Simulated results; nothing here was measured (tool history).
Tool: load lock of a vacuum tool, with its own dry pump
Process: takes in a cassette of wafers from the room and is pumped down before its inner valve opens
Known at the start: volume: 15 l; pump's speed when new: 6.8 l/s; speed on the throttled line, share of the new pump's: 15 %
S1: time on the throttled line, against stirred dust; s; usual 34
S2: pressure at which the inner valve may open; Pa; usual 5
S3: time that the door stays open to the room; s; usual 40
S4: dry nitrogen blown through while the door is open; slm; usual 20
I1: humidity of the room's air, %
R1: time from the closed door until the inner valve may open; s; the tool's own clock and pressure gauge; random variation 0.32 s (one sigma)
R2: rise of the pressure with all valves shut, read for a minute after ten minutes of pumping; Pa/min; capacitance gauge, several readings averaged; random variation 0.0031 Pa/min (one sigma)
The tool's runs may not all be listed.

| run | hour | S1 | S2 | S3 | S4 | I1 | R1 | R2 |
|---|---|---|---|---|---|---|---|---|
| 1 | 0.0 | 34 | 5 | 40 | 20 | 46.4 | 51.7 | 0.095 |
| 2 | 109.6 | 34 | 5 | 40 | 20 | 49.7 | 51.9 | 0.095 |
| 3 | 165.0 | 19 | 5 | 40 | 20 | 44.7 | 39.8 | 0.101 |
| 4 | 270.7 | 34 | 4 | 40 | 20 | 45.3 | 52.8 | 0.106 |
| 5 | 330.7 | 56 | 5 | 40 | 20 | 45.6 | 70.7 | 0.095 |
| 6 | 404.5 | 56 | 5 | 40 | 20 | 39.5 | 70.7 | 0.091 |
| 7 | 511.6 | 56 | 5 | 40 | 20 | 47.5 | 70.8 | 0.098 |
| 8 | 635.5 | 53 | 5 | 40 | 20 | 44.9 | 67.9 | 0.106 |
| 9 | 751.7 | 53 | 5 | 40 | 20 | 41.0 | 67.7 | 0.098 |
| 10 | 841.5 | 53 | 5 | 40 | 20 | 47.1 | 68.3 | 0.108 |
| 11 | 970.4 | 33 | 5 | 40 | 20 | 43.8 | 51.2 | 0.111 |
| 12 | 1026.1 | 33 | 5 | 40 | 20 | 46.0 | 51.4 | 0.105 |
| 13 | 1123.7 | 33 | 5 | 40 | 20 | 42.6 | 51.1 | 0.110 |
| 14 | 1203.9 | 33 | 5 | 40 | 20 | 44.6 | 51.4 | 0.112 |
| 15 | 1293.9 | 33 | 5 | 40 | 20 | 47.2 | 51.6 | 0.116 |
| 16 | 1365.5 | 33 | 5 | 40 | 20 | 44.2 | 51.6 | 0.114 |
| 17 | 1489.2 | 34 | 5 | 40 | 20 | 47.1 | 52.1 | 0.123 |
| 18 | 1582.5 | 34 | 5 | 40 | 20 | 49.3 | 52.8 | 0.124 |
| 19 | 1685.5 | 34 | 5 | 40 | 20 | 44.9 | 52.5 | 0.122 |
| 20 | 1743.8 | 34 | 5 | 40 | 20 | 47.8 | 52.7 | 0.130 |
| 21 | 1840.8 | 39 | 5 | 40 | 8 | 44.1 | 56.4 | 0.147 |
| 22 | 1944.1 | 62 | 5 | 40 | 20 | 43.5 | 76.1 | 0.127 |
| 23 | 2037.7 | 34 | 5 | 55 | 20 | 44.3 | 53.0 | 0.142 |
| 24 | 2125.9 | 34 | 5 | 55 | 20 | 46.1 | 53.0 | 0.147 |
| 25 | 2221.7 | 31 | 7 | 212 | 36 | 44.9 | 48.9 | 0.207 |
| 26 | 2313.6 | 31 | 7 | 212 | 36 | 44.8 | 49.3 | 0.204 |
| 27 | 2374.7 | 22 | 5 | 237 | 20 | 39.3 | 43.0 | 0.240 |
| 28 | 2461.4 | 24 | 4 | 40 | 12 | 44.3 | 45.2 | 0.148 |
| 29 | 2542.1 | 24 | 4 | 40 | 12 | 40.9 | 44.9 | 0.143 |
| 30 | 2646.1 | 45 | 9 | 192 | 20 | 43.2 | 60.5 | 0.244 |
| 31 | 2732.3 | 45 | 9 | 192 | 20 | 42.6 | 60.0 | 0.241 |
| 32 | 2861.3 | 34 | 5 | 40 | 33 | 44.4 | 53.2 | 0.138 |
| 33 | 2923.9 | 34 | 10 | 40 | 33 | 42.5 | 51.1 | 0.140 |
| 34 | 3034.4 | 27 | 5 | 220 | 20 | 47.1 | 47.3 | 0.274 |
| 35 | 3116.6 | 27 | 5 | 220 | 20 | 46.2 | 47.2 | 0.276 |
| 36 | 3178.3 | 27 | 5 | 220 | 20 | 43.9 | 46.9 | 0.265 |

3 ways to go on from here, each from the tool as it stands after run 36. What would each give?
| A | 3239.7 | 34 | 5 | 55 | 6 | 44.7 | ? | ? |
| B | 3239.7 | 34 | 4 | 40 | 20 | 42.2 | ? | ? |
| C | 3239.7 | 17 | 8 | 25 | 20 | 45.0 | ? | ? |

| run | R1 | R2 |
|---|---|---|
| A | 53.4 | 0.194 |
| B | 53.4 | 0.154 |
| C | 37.6 | 0.150 |
Without the tool's hidden state the same runs would have given:
| run | R1 | R2 |
|---|---|---|
| A | 51.6 | 0.092 |
| B | 51.6 | 0.052 |
| C | 35.7 | 0.047 |

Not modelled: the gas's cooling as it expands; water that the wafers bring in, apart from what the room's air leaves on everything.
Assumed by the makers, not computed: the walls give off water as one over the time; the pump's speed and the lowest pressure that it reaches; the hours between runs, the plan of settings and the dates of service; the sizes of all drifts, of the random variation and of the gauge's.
